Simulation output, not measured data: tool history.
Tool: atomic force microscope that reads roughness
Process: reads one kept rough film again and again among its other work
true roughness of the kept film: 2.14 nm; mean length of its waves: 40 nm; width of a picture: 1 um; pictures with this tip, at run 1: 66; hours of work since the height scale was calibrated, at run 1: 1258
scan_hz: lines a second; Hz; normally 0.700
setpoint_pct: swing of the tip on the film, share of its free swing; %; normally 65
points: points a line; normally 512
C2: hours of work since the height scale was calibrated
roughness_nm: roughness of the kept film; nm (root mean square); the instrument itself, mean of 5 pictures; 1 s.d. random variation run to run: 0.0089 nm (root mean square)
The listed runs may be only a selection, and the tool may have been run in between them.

{"run": 1, "day": 0.0, "scan_hz": 0.7, "setpoint_pct": 65, "points": 512, "pictures with this tip": 66, "C2": 1258, "roughness_nm": 1.931}
{"day": 0.179, "done": "new tip fitted"}
{"day": 1.596, "done": "new tip fitted"}
{"run": 2, "day": 2.192, "scan_hz": 0.7, "setpoint_pct": 76, "points": 512, "pictures with this tip": 33, "C2": 1296, "roughness_nm": 1.93}
{"day": 2.904, "done": "new tip fitted"}
{"day": 4.221, "done": "new tip fitted"}
{"run": 3, "day": 4.221, "scan_hz": 0.7, "setpoint_pct": 76, "points": 512, "pictures with this tip": 0, "C2": 1331, "roughness_nm": 1.98}
{"day": 5.542, "done": "new tip fitted"}
{"run": 4, "day": 6.35, "scan_hz": 0.7, "setpoint_pct": 76, "points": 512, "pictures with this tip": 45, "C2": 1369, "roughness_nm": 1.891}
{"day": 6.762, "done": "new tip fitted"}
{"run": 5, "day": 7.9, "scan_hz": 0.7, "setpoint_pct": 84, "points": 512, "pictures with this tip": 64, "C2": 1396, "roughness_nm": 1.839}
{"day": 8.121, "done": "new tip fitted"}
{"day": 9.512, "done": "new tip fitted"}
{"run": 6, "day": 9.821, "scan_hz": 0.7, "setpoint_pct": 65, "points": 952, "pictures with this tip": 17, "C2": 1430, "roughness_nm": 2.004}
{"day": 10.762, "done": "new tip fitted"}
{"run": 7, "day": 10.762, "scan_hz": 0.7, "setpoint_pct": 83, "points": 512, "pictures with this tip": 0, "C2": 1446, "roughness_nm": 1.942}
{"day": 12.133, "done": "new tip fitted"}
{"run": 8, "day": 12.3, "scan_hz": 0.7, "setpoint_pct": 83, "points": 512, "pictures with this tip": 9, "C2": 1473, "roughness_nm": 1.928}
{"day": 13.421, "done": "new tip fitted"}
{"run": 9, "day": 14.342, "scan_hz": 0.7, "setpoint_pct": 83, "points": 512, "pictures with this tip": 51, "C2": 1509, "roughness_nm": 1.873}
{"day": 14.792, "done": "new tip fitted"}
{"run": 10, "day": 15.896, "scan_hz": 0.7, "setpoint_pct": 83, "points": 512, "pictures with this tip": 62, "C2": 1536, "roughness_nm": 1.849}
{"day": 16.025, "done": "new tip fitted"}
{"day": 17.425, "done": "new tip fitted"}
{"run": 11, "day": 17.662, "scan_hz": 0.7, "setpoint_pct": 65, "points": 512, "pictures with this tip": 14, "C2": 1567, "roughness_nm": 2.001}
{"run": 12, "day": 18.588, "scan_hz": 0.7, "setpoint_pct": 65, "points": 512, "pictures with this tip": 65, "C2": 1583, "roughness_nm": 1.933}
{"day": 18.779, "done": "new tip fitted"}
{"run": 13, "day": 19.662, "scan_hz": 0.7, "setpoint_pct": 65, "points": 512, "pictures with this tip": 49, "C2": 1602, "roughness_nm": 1.956}
{"day": 19.812, "done": "height scale calibrated on a step standard"}
{"day": 20.158, "done": "new tip fitted"}
{"run": 14, "day": 21.175, "scan_hz": 0.7, "setpoint_pct": 78, "points": 512, "pictures with this tip": 56, "C2": 24, "roughness_nm": 1.908}
{"day": 21.529, "done": "new tip fitted"}
{"run": 15, "day": 22.554, "scan_hz": 0.7, "setpoint_pct": 65, "points": 727, "pictures with this tip": 57, "C2": 48, "roughness_nm": 1.927}
{"day": 22.742, "done": "new tip fitted"}
{"day": 23.462, "done": "height scale calibrated on a step standard, once more"}
{"run": 16, "day": 23.646, "scan_hz": 0.7, "setpoint_pct": 65, "points": 727, "pictures with this tip": 48, "C2": 3, "roughness_nm": 1.915}
{"day": 24.071, "done": "new tip fitted"}
{"day": 25.271, "done": "new tip fitted"}
{"run": 17, "day": 25.271, "scan_hz": 0.7, "setpoint_pct": 65, "points": 512, "pictures with this tip": 0, "C2": 31, "roughness_nm": 1.991}
{"day": 26.65, "done": "new tip fitted"}
{"run": 18, "day": 26.762, "scan_hz": 0.7, "setpoint_pct": 65, "points": 512, "pictures with this tip": 7, "C2": 57, "roughness_nm": 1.977}
{"run": 19, "day": 27.779, "scan_hz": 0.7, "setpoint_pct": 84, "points": 512, "pictures with this tip": 64, "C2": 76, "roughness_nm": 1.796}
{"day": 27.933, "done": "new tip fitted"}
{"day": 29.175, "done": "new tip fitted"}
{"run": 20, "day": 29.662, "scan_hz": 0.7, "setpoint_pct": 84, "points": 512, "pictures with this tip": 28, "C2": 108, "roughness_nm": 1.852}
{"day": 30.4, "done": "new tip fitted"}
{"run": 21, "day": 31.296, "scan_hz": 0.7, "setpoint_pct": 65, "points": 512, "pictures with this tip": 50, "C2": 137, "roughness_nm": 1.909}
{"day": 31.642, "done": "new tip fitted"}
{"run": 22, "day": 32.492, "scan_hz": 0.7, "setpoint_pct": 65, "points": 512, "pictures with this tip": 48, "C2": 158, "roughness_nm": 1.915}
{"day": 32.9, "done": "new tip fitted"}
{"day": 34.154, "done": "new tip fitted"}
{"run": 23, "day": 34.196, "scan_hz": 0.7, "setpoint_pct": 65, "points": 512, "pictures with this tip": 3, "C2": 187, "roughness_nm": 2.001}
{"day": 35.388, "done": "new tip fitted"}
{"run": 24, "day": 35.388, "scan_hz": 0.7, "setpoint_pct": 65, "points": 512, "pictures with this tip": 0, "C2": 208, "roughness_nm": 2.012}
{"day": 36.654, "done": "new tip fitted"}
{"run": 25, "day": 37.083, "scan_hz": 0.7, "setpoint_pct": 65, "points": 512, "pictures with this tip": 24, "C2": 238, "roughness_nm": 1.948}
{"day": 37.996, "done": "new tip fitted"}
{"run": 26, "day": 38.562, "scan_hz": 0.7, "setpoint_pct": 61, "points": 639, "pictures with this tip": 31, "C2": 264, "roughness_nm": 1.952}
{"day": 39.283, "done": "new tip fitted"}
{"day": 40.5, "done": "new tip fitted"}
{"run": 27, "day": 40.5, "scan_hz": 0.614, "setpoint_pct": 61, "points": 893, "pictures with this tip": 0, "C2": 298, "roughness_nm": 2.022}
{"day": 41.775, "done": "new tip fitted"}
{"run": 28, "day": 41.775, "scan_hz": 0.61, "setpoint_pct": 58, "points": 275, "pictures with this tip": 0, "C2": 320, "roughness_nm": 2.01}
{"day": 43.058, "done": "new tip fitted"}
{"run": 29, "day": 43.146, "scan_hz": 0.61, "setpoint_pct": 58, "points": 275, "pictures with this tip": 5, "C2": 344, "roughness_nm": 1.998}
{"day": 44.342, "done": "new tip fitted"}
{"run": 30, "day": 45.179, "scan_hz": 0.61, "setpoint_pct": 58, "points": 275, "pictures with this tip": 47, "C2": 380, "roughness_nm": 1.946}
{"day": 45.65, "done": "new tip fitted"}
{"run": 31, "day": 46.35, "scan_hz": 1.697, "setpoint_pct": 58, "points": 405, "pictures with this tip": 39, "C2": 400, "roughness_nm": 1.908}
{"day": 47.062, "done": "new tip fitted"}
{"run": 32, "day": 47.35, "scan_hz": 0.969, "setpoint_pct": 69, "points": 405, "pictures with this tip": 16, "C2": 418, "roughness_nm": 1.916}
{"day": 48.425, "done": "new tip fitted"}
{"run": 33, "day": 48.525, "scan_hz": 0.969, "setpoint_pct": 69, "points": 405, "pictures with this tip": 6, "C2": 438, "roughness_nm": 1.954}
{"day": 49.675, "done": "new tip fitted"}
{"run": 34, "day": 49.675, "scan_hz": 0.516, "setpoint_pct": 88, "points": 512, "pictures with this tip": 0, "C2": 458, "roughness_nm": 1.91}
{"day": 50.95, "done": "new tip fitted"}
{"run": 35, "day": 51.729, "scan_hz": 0.53, "setpoint_pct": 80, "points": 679, "pictures with this tip": 44, "C2": 494, "roughness_nm": 1.896}
{"day": 52.2, "done": "new tip fitted"}
{"run": 36, "day": 53.108, "scan_hz": 0.841, "setpoint_pct": 66, "points": 269, "pictures with this tip": 51, "C2": 518, "roughness_nm": 1.891}
{"day": 53.408, "done": "new tip fitted"}
{"day": 54.808, "done": "new tip fitted"}
{"run": 37, "day": 54.983, "scan_hz": 0.553, "setpoint_pct": 65, "points": 418, "pictures with this tip": 10, "C2": 551, "roughness_nm": 2.006}
{"day": 56.175, "done": "new tip fitted"}
{"run": 38, "day": 56.825, "scan_hz": 1.725, "setpoint_pct": 89, "points": 927, "pictures with this tip": 36, "C2": 583, "roughness_nm": 1.591}
{"day": 57.454, "done": "new tip fitted"}
{"run": 39, "day": 58.475, "scan_hz": 3.96, "setpoint_pct": 89, "points": 638, "pictures with this tip": 58, "C2": 612, "roughness_nm": 1.242}
{"day": 58.667, "done": "new tip fitted"}
{"run": 40, "day": 59.65, "scan_hz": 1.53, "setpoint_pct": 78, "points": 512, "pictures with this tip": 55, "C2": 633, "roughness_nm": 1.755}
{"day": 59.875, "done": "new tip fitted"}
{"day": 61.146, "done": "new tip fitted"}
{"run": 41, "day": 61.671, "scan_hz": 0.665, "setpoint_pct": 83, "points": 545, "pictures with this tip": 30, "C2": 668, "roughness_nm": 1.897}
{"day": 62.404, "done": "new tip fitted"}
{"run": 42, "day": 63.296, "scan_hz": 2.02, "setpoint_pct": 69, "points": 821, "pictures with this tip": 49, "C2": 697, "roughness_nm": 1.816}
{"day": 63.625, "done": "new tip fitted"}
{"run": 43, "day": 64.554, "scan_hz": 3.282, "setpoint_pct": 90, "points": 302, "pictures with this tip": 52, "C2": 719, "roughness_nm": 1.305}
{"day": 64.896, "done": "new tip fitted"}
{"day": 66.208, "done": "new tip fitted"}
{"run": 44, "day": 66.771, "scan_hz": 0.924, "setpoint_pct": 55, "points": 260, "pictures with this tip": 31, "C2": 757, "roughness_nm": 1.973}
{"day": 67.467, "done": "new tip fitted"}
{"run": 45, "day": 68.071, "scan_hz": 0.7, "setpoint_pct": 57, "points": 705, "pictures with this tip": 34, "C2": 780, "roughness_nm": 2.005}
{"day": 68.738, "done": "new tip fitted"}
{"run": 46, "day": 69.912, "scan_hz": 1.904, "setpoint_pct": 86, "points": 279, "pictures with this tip": 66, "C2": 812, "roughness_nm": 1.549}
{"day": 70.142, "done": "new tip fitted"}
{"day": 71.521, "done": "new tip fitted"}
{"run": 47, "day": 71.575, "scan_hz": 1.107, "setpoint_pct": 74, "points": 666, "pictures with this tip": 3, "C2": 841, "roughness_nm": 1.922}
{"day": 72.758, "done": "new tip fitted"}
{"run": 48, "day": 72.892, "scan_hz": 1.107, "setpoint_pct": 74, "points": 666, "pictures with this tip": 8, "C2": 864, "roughness_nm": 1.92}
{"run": 49, "day": 73.842, "scan_hz": 1.085, "setpoint_pct": 86, "points": 368, "pictures with this tip": 61, "C2": 881, "roughness_nm": 1.729}

What if the next run were any one of these 3? Each begins from the tool's condition after run 49:
{"day": 74.071, "done": "new tip fitted"}
{"run": "A", "day": 75.192, "scan_hz": 1.186, "setpoint_pct": 58, "points": 512, "pictures with this tip": 62, "C2": 905, "roughness_nm": "?"}
{"day": 74.071, "done": "new tip fitted"}
{"run": "B", "day": 75.192, "scan_hz": 0.528, "setpoint_pct": 69, "points": 345, "pictures with this tip": 62, "C2": 905, "roughness_nm": "?"}
{"day": 74.071, "done": "new tip fitted"}
{"run": "C", "day": 75.192, "scan_hz": 0.712, "setpoint_pct": 62, "points": 512, "pictures with this tip": 62, "C2": 905, "roughness_nm": "?"}

run=A roughness_nm=1.906
run=B roughness_nm=1.909
run=C roughness_nm=1.927
Take away the tool's hidden state, keep each run's random variation, and the runs would have read:
run=A roughness_nm=1.997
run=B roughness_nm=2.000
run=C roughness_nm=2.018
